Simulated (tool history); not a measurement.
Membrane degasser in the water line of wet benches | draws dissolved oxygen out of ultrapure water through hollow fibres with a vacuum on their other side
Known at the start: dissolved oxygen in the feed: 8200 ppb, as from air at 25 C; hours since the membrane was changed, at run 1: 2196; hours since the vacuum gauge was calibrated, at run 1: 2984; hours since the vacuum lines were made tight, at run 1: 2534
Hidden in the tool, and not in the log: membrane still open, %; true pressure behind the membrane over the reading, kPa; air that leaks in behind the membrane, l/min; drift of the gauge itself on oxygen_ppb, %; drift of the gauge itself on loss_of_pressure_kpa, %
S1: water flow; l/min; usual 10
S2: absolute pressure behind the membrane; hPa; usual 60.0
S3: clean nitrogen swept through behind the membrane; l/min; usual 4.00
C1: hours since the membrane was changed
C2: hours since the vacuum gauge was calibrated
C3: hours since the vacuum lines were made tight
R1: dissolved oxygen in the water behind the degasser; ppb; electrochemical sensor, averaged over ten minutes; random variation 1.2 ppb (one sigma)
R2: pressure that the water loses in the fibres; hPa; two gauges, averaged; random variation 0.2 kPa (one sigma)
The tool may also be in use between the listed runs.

run    hour  S1     S2     S3    C1    C2    C3     R1     R2
  1     0.0  10   60.0   4.00  2196  2984  2534  127.6  474.4
  2    42.8  10   60.0   4.00  2239  3027  2577  123.9  472.3
  3   105.7  10   60.0  11.24  2301  3090  2640  112.6  470.1
  4   170.5  10   60.0   4.00  2366  3155  2704  126.5  472.0
  5   251.2  10   60.0   4.00  2447  3235  2785  125.1  467.9
  6   304.4  10   60.0   4.00  2500  3289  2838  124.6  472.4
  7   340.6  10   60.0   4.00  2536  3325  2875  125.1  471.7
  8   381.7  10   60.0   4.00  2578  3366  2916  126.2  475.2
  9   419.4  10   60.0   4.00  2615  3403  2953  125.6  469.2
 10   495.9  10   60.0   4.00  2692  3480  3030  124.1  472.9
 11   563.0  10   60.0   4.00  2759  3547  3097  124.6  471.9
 12   619.4  10   60.0   5.26  2815  3603  3153  121.6  466.6
 13   684.1  16   60.0   5.26  2880  3668  3218  492.1  752.5
 14   763.2  16   60.0   5.26  2959  3747  3297  487.9  748.1
 15   824.3  10   84.8   4.00  3020  3808  3358  142.5  471.1
 16   899.8  10   84.8   4.00  3096  3884  3434  144.1  469.7
 17   942.3  10   37.9   4.00  3138  3926  3476  113.2  473.7
 18   983.6   9  102.4   4.69  3179  3968  3518  106.0  427.2
 19  1058.7  10   60.0   5.77  3254  4043  3593  122.9  472.9
 20  1101.4  10   81.8   9.23  3297  4085  3635  121.2  471.7
 21  1170.1   8   87.1   6.43  3366  4154  3704   61.5  377.9
     1175.9  -- vacuum gauge calibrated
 22  1246.2  10   78.3   4.57  3441    70  3780  134.1  478.5
 23  1313.3  15   78.3   2.01  3509   137  3847  481.7  710.3
 24  1383.0  15   78.3   2.01  3578   207  3917  481.9  707.8
 25  1443.7  15   78.3   2.01  3639   268  3977  479.0  714.6
     1494.9  -- vacuum gauge calibrated, once more
 26  1506.1  15   78.3   2.01  3701    11  4039  471.9  710.7
 27  1555.4  10  106.0   4.00  3750    61  4088  160.7  473.2
 28  1633.0  10  106.0   1.94  3828   138  4166  201.5  473.1
 29  1685.3  11   60.0   4.00  3880   190  4218  175.6  526.0
 30  1732.4  11  146.5   4.00  3927   238  4265  234.2  521.1
 31  1799.4  12   66.1   2.11  3994   305  4332  254.1  572.1
 32  1838.7   9   55.9   9.67  4033   344  4372   79.3  429.2

3 ways to go on from here, each from the tool as it stands after run 32. What would each give?
  A  1919.2   9  55.5  9.67  4114  424  4452   ?   ?
  B  1919.2   7  60.0  3.26  4114  424  4452   ?   ?
  C  1919.2  10  60.0  2.75  4114  424  4452   ?   ?

run     R1     R2
  A   78.3  427.5
  B   38.4  335.5
  C  136.8  476.5
Without the tool's hidden state the same runs would have given:
run     R1     R2
  A   69.4  416.2
  B   34.2  326.7
  C  123.7  463.9

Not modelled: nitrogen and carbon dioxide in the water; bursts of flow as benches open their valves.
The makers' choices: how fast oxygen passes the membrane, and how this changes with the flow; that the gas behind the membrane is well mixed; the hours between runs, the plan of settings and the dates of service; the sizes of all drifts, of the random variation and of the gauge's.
